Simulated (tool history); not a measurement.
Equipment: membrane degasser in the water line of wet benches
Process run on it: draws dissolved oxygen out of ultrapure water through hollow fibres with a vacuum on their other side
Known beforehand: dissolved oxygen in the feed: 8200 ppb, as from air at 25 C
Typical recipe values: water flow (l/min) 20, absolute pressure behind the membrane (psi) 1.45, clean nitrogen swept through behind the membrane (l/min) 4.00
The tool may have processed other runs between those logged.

run,day,water flow (l/min),absolute pressure behind the membrane (psi),clean nitrogen swept through behind the membrane (l/min),dissolved oxygen in the water behind the degasser (ppb),pressure that the water loses in the fibres (psi)
1,0.000,20,1.45,4.00,244.4,7.356
2,1.312,20,1.45,4.00,243.4,7.394
3,2.767,20,0.96,4.00,207.8,7.313
4,4.275,20,1.06,4.00,211.8,7.317
5,6.767,20,1.06,4.00,212.4,7.335
6,9.175,20,1.06,6.26,197.6,7.326
7,10.512,20,1.65,1.66,373.7,7.345
8,12.029,20,1.65,1.66,387.6,7.288
9,14.246,31,1.12,6.02,330.1,11.407
10,16.104,31,1.12,6.02,327.1,11.304

Pick out some run-to-run changes in pressure that the water loses in the fibres (psi). Of each, how much would a tool without hidden state show as well, from the settings, what came in and chance, and how much is left for the hidden state and any gauge scatter not in both results compared?
Unlogged tool condition in this case: membrane still open, %; true pressure behind the membrane over the reading, kPa; air that leaks in behind the membrane, l/min; drift of the gauge itself on oxygen_ppb, %; drift of the gauge itself on loss_of_pressure_kpa, %.
Run 8 -> 9: water flow (l/min) 20 -> 31, absolute pressure behind the membrane (psi) 1.65 -> 1.12, clean nitrogen swept through behind the membrane (l/min) 1.66 -> 6.02. pressure that the water loses in the fibres (psi) +4.119: hidden state -0.032, all else +4.151.
